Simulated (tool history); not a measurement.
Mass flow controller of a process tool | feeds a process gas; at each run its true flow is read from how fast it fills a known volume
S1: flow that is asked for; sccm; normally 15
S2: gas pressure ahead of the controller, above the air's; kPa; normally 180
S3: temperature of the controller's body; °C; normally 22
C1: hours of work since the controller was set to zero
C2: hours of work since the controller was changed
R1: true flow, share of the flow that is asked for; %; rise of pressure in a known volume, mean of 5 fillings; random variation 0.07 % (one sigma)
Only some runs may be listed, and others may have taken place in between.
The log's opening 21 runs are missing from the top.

| run | hour | S1 | S2 | S3 | C1 | C2 | R1 |
|---|---|---|---|---|---|---|---|
| 22 | 7226.3 | 15 | 180 | 22 | 1641 | 9868 | 97.36 |
| 23 | 7437.8 | 15 | 180 | 22 | 1783 | 10010 | 97.56 |
| 24 | 7854 | 20 | 180 | 23 | 2063 | 10290 | 97.55 |
| 25 | 8067 | 6 | 267 | 23 | 2206 | 10433 | 98.95 |
| 26 | 8318.9 | 6 | 267 | 23 | 2376 | 10603 | 99.16 |
| 27 | 8702.8 | 6 | 267 | 23 | 2634 | 10861 | 99.4 |
| 28 | 9149.8 | 29 | 166 | 35 | 2934 | 11161 | 96.54 |
| 29 | 9571.3 | 29 | 166 | 35 | 3218 | 11445 | 96.64 |
| 30 | 9800.9 | 15 | 268 | 33 | 3372 | 11599 | 97.26 |
| 31 | 10120 | 15 | 268 | 33 | 3587 | 11814 | 97.23 |
| 32 | 10354.8 | 18 | 171 | 33 | 3745 | 11972 | 96.73 |
| 33 | 10800 | 18 | 144 | 31 | 4044 | 12271 | 96.79 |
|  | 10884.5 | controller exchanged for a calibrated one |
| 34 | 11090.3 | 18 | 144 | 31 | 138 | 138 | 97.12 |
| 35 | 11545.8 | 18 | 161 | 24 | 445 | 445 | 98.02 |
| 36 | 11775.9 | 9 | 190 | 24 | 599 | 599 | 98.26 |
| 37 | 12025.6 | 48 | 193 | 24 | 767 | 767 | 100.05 |
| 38 | 12381.1 | 15 | 193 | 20 | 1006 | 1006 | 98.85 |
| 39 | 12680.7 | 15 | 193 | 20 | 1208 | 1208 | 98.92 |
| 40 | 13012 | 15 | 180 | 28 | 1431 | 1431 | 98.08 |
| 41 | 13385.5 | 35 | 224 | 38 | 1682 | 1682 | 97.99 |
| 42 | 13812.2 | 15 | 165 | 29 | 1969 | 1969 | 97.87 |
| 43 | 14160.7 | 6 | 180 | 25 | 2203 | 2203 | 99.61 |
| 44 | 14368 | 6 | 180 | 32 | 2342 | 2342 | 98.94 |
| 45 | 14601.6 | 6 | 180 | 32 | 2499 | 2499 | 99.09 |
| 46 | 14832.9 | 6 | 219 | 32 | 2655 | 2655 | 99.43 |

Each row is a separate what-if for the run after 46, all from the same tool condition, not one after another. Results?
| A | 15150.7 | 15 | 184 | 22 | 2869 | 2869 | ? |
| B | 15150.7 | 24 | 255 | 32 | 2869 | 2869 | ? |
| C | 15150.7 | 9 | 180 | 22 | 2869 | 2869 | ? |

| run | R1 |
|---|---|
| A | 99.09 |
| B | 98.54 |
| C | 99.67 |
Without the tool's unlogged condition, the same runs would have read:
| run | R1 |
|---|---|
| A | 97.95 |
| B | 97.91 |
| C | 97.61 |
